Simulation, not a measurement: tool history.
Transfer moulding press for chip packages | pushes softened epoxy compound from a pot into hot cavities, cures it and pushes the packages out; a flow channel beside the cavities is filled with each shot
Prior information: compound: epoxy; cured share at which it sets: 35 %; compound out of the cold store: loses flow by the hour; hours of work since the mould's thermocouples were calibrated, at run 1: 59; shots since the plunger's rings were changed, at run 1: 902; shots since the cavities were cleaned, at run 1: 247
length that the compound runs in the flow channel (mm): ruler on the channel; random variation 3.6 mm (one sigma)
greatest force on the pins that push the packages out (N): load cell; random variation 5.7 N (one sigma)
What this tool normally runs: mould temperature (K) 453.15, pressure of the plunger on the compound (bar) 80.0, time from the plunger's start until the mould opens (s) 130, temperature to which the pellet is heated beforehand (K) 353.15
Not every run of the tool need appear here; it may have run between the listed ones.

run   hour  mould temperature (K)  pressure of the plunger on the compound (bar)  time from the plunger's start until the mould opens (s)  temperature to which the pellet is heated beforehand (K)  hours of work since the mould's thermocouples were calibrated  shots since the plunger's rings were changed  shots since the cavities were cleaned  incoming compound's hours out of the cold store  length that the compound runs in the flow channel (mm)  greatest force on the pins that push the packages out (N)
  1    0.0                 453.15                                           80.0                                                      130                                                    353.15                                                             59                                           902                                    247                                             24.7                                                     779                                                        339
  2   15.7                 453.15                                           80.0                                                      130                                                    353.15                                                             66                                          1008                                    353                                             43.2                                                     739                                                        338
      30.2  -- cavities cleaned with cleaning compound and waxed
  3   31.0                 453.15                                           80.0                                                      130                                                    353.15                                                             73                                          1101                                      5                                             21.8                                                     781                                                        225
  4   43.7                 453.15                                           80.0                                                      130                                                    353.15                                                             78                                          1187                                     91                                             26.9                                                     761                                                        266
  5   60.6                 453.15                                           80.0                                                      130                                                    353.15                                                             86                                          1300                                    204                                             43.1                                                     722                                                        302
  6   77.5                 453.15                                           80.0                                                      114                                                    353.15                                                             93                                          1414                                    318                                             23.9                                                     777                                                        439
  7   90.0                 453.15                                           80.0                                                      114                                                    353.15                                                             99                                          1499                                    403                                             33.7                                                     756                                                        462
      97.9  -- cavities cleaned with cleaning compound and waxed
  8  108.8                 457.15                                           83.6                                                      156                                                    355.15                                                            106                                          1615                                     73                                             44.4                                                     732                                                        209
  9  118.8                 457.15                                           83.6                                                      156                                                    355.15                                                            111                                          1682                                    140                                             17.6                                                     791                                                        235
 10  131.1                 453.15                                           83.8                                                      130                                                    353.15                                                            116                                          1765                                    223                                             20.9                                                     800                                                        335
 11  147.4                 453.15                                           83.8                                                      130                                                    362.15                                                            124                                          1875                                    333                                             37.2                                                     756                                                        348
 12  157.6                 459.15                                           94.5                                                      130                                                    362.15                                                            128                                          1943                                    401                                             42.6                                                     767                                                        294
     165.7  -- cavities cleaned with cleaning compound and waxed
 13  173.0                 459.15                                           94.5                                                      130                                                    362.15                                                            134                                          2037                                     49                                             44.6                                                     756                                                        195
 14  193.1                 453.15                                           80.0                                                      113                                                    353.15                                                            143                                          2173                                    185                                             25.8                                                     765                                                        398

Table of differences, measured result less the result of that run with no hidden state. Run-to-run variation is the same in both. Gauge scatter possibly is not:
Unlogged tool condition in this case: true mould temperature over the reading, C; pressure that reaches the compound, % of what is set; grip of the stained cavities, % over clean ones'; drift of the gauge itself on flow_mm, %; drift of the gauge itself on push_out_n, %.
run  length that the compound runs in the flow channel (mm)  greatest force on the pins that push the packages out (N)
  1                                                      -6                                                       +126
  2                                                      -6                                                       +143
  3                                                      -8                                                         +8
  4                                                      -7                                                        +59
  5                                                      -8                                                       +102
  6                                                      -9                                                       +178
  7                                                      -9                                                       +198
  8                                                      -9                                                        +40
  9                                                     -11                                                        +68
 10                                                     -11                                                       +121
 11                                                     -11                                                       +143
 12                                                     -12                                                       +130
 13                                                     -12                                                        +28
 14                                                     -13                                                       +132

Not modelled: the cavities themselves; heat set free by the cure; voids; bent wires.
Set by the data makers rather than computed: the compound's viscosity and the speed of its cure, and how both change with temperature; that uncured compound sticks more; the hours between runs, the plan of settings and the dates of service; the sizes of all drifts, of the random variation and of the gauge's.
